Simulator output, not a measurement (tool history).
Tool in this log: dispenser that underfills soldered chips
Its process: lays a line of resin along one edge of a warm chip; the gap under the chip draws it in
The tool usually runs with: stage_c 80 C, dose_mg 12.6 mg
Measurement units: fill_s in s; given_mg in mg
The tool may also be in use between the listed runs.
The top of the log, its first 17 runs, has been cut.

run   hour  stage_c  dose_mg  fill_s  given_mg
     104.4  -- new syringe of resin
 18  104.4       78     12.1    98.8     11.94
 19  111.5       78     12.1   120.3      11.9
 20  119.2       95     15.6    71.5     15.28
     121.3  -- new syringe of resin
 21  125.3       88     12.4    74.9     12.05
 22  133.3       90     15.1    81.3      14.6
       138  -- new syringe of resin
 23  142.5       80     16.3   103.2     15.85
 24  150.7       86     12.1     101     11.61
     152.1  -- dispensing valve cleaned and set on the balance
     155.4  -- new syringe of resin
 25  158.1       79     11.7   103.7     11.58
 26  166.5       79     11.7   127.1     11.59
     171.8  -- new syringe of resin
 27  175.5       79     11.7   106.1     11.59
 28  181.3       65       13   222.2     12.89
     188.2  -- new syringe of resin
 29  190.4       79     12.5   101.8     12.26
 30  195.3       88     10.8    82.7     10.51
     204.9  -- new syringe of resin
 31  204.9       82     11.3    85.8        11
 32  212.8       77     15.3   123.9     14.89
 33  219.6       73     11.2   187.5      10.9
     221.7  -- new syringe of resin
 34  228.1       85     14.2    87.2     13.77

Each row is a separate what-if for the run after 34, all from the same tool condition, not one after another. Results?
     231.3  -- dispensing valve cleaned and set on the balance
  A   235       81     12.6       ?         ?
     231.3  -- dispensing valve cleaned and set on the balance
  B   235       91     14.4       ?         ?
     231.3  -- dispensing valve cleaned and set on the balance
  C   235       66     15.5       ?         ?
     231.3  -- dispensing valve cleaned and set on the balance
  D   235       66     12.6       ?         ?

run  fill_s  given_mg
  A   119.8     12.45
  B    80.5     14.37
  C   227.6     15.46
  D   230.7     12.66
Take away the tool's hidden state, keep each run's random variation, and the runs would have read:
run  fill_s  given_mg
  A      85     12.45
  B    57.1     14.38
  C     161     15.47
  D   163.3     12.67
